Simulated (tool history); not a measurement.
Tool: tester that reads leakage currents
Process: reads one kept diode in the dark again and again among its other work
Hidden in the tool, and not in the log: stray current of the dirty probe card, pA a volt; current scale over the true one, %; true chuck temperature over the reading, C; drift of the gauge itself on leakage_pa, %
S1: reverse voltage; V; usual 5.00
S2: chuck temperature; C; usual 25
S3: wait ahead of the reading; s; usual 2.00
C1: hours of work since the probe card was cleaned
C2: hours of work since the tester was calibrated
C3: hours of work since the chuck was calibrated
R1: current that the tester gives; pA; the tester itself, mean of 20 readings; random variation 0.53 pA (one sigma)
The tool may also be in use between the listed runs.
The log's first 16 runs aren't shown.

run,day,S1,S2,S3,C1,C2,C3,R1
# day 36.471: chuck's temperature calibrated
17,37.467,5.00,25,3.53,645,446,12,205.51
18,39.417,5.00,25,3.53,668,469,34,207.42
19,41.312,5.00,25,3.53,690,490,56,207.32
20,43.217,5.00,25,0.32,712,512,78,212.68
21,45.408,15.30,34,0.90,737,538,103,700.23
22,47.488,15.30,34,0.90,761,562,127,704.44
23,49.942,5.57,36,0.90,789,590,155,579.27
24,52.683,1.43,29,2.00,821,622,187,196.24
# day 53.042: chuck's temperature calibrated, once more
25,54.192,2.48,49,2.00,837,638,13,1142.28
26,56.342,5.00,27,2.00,862,663,38,222.98
27,58.746,1.17,35,1.18,890,691,66,273.35
28,60.204,1.17,35,1.18,907,707,83,273.27
29,61.517,1.17,35,1.18,922,723,98,274.66
30,63.054,1.89,28,1.95,940,740,116,174.38
31,66.083,10.69,31,2.13,975,775,151,429.47
32,68.183,10.79,27,0.76,999,800,175,307.20
33,71.183,10.79,27,0.76,1034,834,209,310.30
34,73.062,10.79,27,0.76,1055,856,231,309.71
35,74.921,10.79,27,0.76,1077,877,253,313.03
36,76.575,5.00,49,1.80,1096,896,272,1510.98
37,78.404,5.00,49,1.80,1117,918,293,1514.30
38,81.171,5.00,49,1.80,1149,949,325,1531.02
39,83.662,8.07,24,1.80,1178,978,353,216.49

4 ways to go on from here, each from the tool as it stands after run 39. What would each give?
A,85.979,11.59,24,1.16,1204,1005,380,?
B,85.979,2.36,28,0.76,1204,1005,380,?
C,85.979,5.00,25,2.20,1204,1005,380,?
D,85.979,1.44,25,2.00,1204,1005,380,?

run,R1
A,250.61
B,197.68
C,196.38
D,124.36
Without the tool's hidden state the same runs would have given:
run,R1
A,216.94
B,182.25
C,176.54
D,114.56

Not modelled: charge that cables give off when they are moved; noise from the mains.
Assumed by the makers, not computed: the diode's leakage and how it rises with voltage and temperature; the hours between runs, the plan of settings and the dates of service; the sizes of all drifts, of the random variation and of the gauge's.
